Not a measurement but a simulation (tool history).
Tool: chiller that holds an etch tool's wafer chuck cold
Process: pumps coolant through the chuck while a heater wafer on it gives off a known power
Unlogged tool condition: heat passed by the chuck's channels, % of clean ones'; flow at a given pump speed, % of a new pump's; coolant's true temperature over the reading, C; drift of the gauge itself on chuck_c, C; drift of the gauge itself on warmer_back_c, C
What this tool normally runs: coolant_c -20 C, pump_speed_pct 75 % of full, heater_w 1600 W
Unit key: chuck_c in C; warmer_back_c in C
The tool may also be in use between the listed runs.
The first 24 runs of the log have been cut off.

| run | day | coolant_c | pump_speed_pct | heater_w | hours since the coolant was changed and the channels were flushed | hours since the pump was overhauled | hours since the chiller's thermometer was calibrated | chuck_c | warmer_back_c |
|---|---|---|---|---|---|---|---|---|---|
| 25 | 64.975 | -24 | 84 | 1097 | 1554 | 224 | 4877 | -13.7 | 3.23 |
|  | 67.271 | coolant pump overhauled, once more |
| 26 | 68.492 | -29 | 75 | 2255 | 1634 | 29 | 4957 | -7.5 | 6.39 |
| 27 | 72.233 | -29 | 86 | 1412 | 1724 | 119 | 5047 | -16.8 | 3.49 |
| 28 | 73.921 | -29 | 86 | 1412 | 1764 | 160 | 5087 | -16.9 | 3.46 |
| 29 | 77.608 | -29 | 86 | 1412 | 1853 | 248 | 5176 | -16.7 | 3.50 |
| 30 | 80.362 | -29 | 86 | 1412 | 1919 | 314 | 5242 | -16.6 | 3.51 |
| 31 | 83.888 | -29 | 86 | 1412 | 2003 | 399 | 5326 | -16.7 | 3.51 |
| 32 | 85.867 | -23 | 86 | 1412 | 2051 | 446 | 5374 | -10.6 | 3.52 |

4 options for the next run, each taken on its own from the tool as it stands now. Forecast them:
| A | 89.129 | -15 | 86 | 875 | 2129 | 525 | 5452 | ? | ? |
| B | 89.129 | -25 | 75 | 1049 | 2129 | 525 | 5452 | ? | ? |
| C | 89.129 | -23 | 82 | 1412 | 2129 | 525 | 5452 | ? | ? |
| D | 89.129 | -23 | 89 | 1480 | 2129 | 525 | 5452 | ? | ? |

| run | chuck_c | warmer_back_c |
|---|---|---|
| A | -7.6 | 2.22 |
| B | -15.3 | 2.96 |
| C | -10.1 | 3.66 |
| D | -10.3 | 3.54 |
With the hidden condition removed and each run's random variation left untouched, the same runs would have given:
| run | chuck_c | warmer_back_c |
|---|---|---|
| A | -7.2 | 2.20 |
| B | -15.0 | 2.93 |
| C | -10.0 | 3.62 |
| D | -10.2 | 3.50 |

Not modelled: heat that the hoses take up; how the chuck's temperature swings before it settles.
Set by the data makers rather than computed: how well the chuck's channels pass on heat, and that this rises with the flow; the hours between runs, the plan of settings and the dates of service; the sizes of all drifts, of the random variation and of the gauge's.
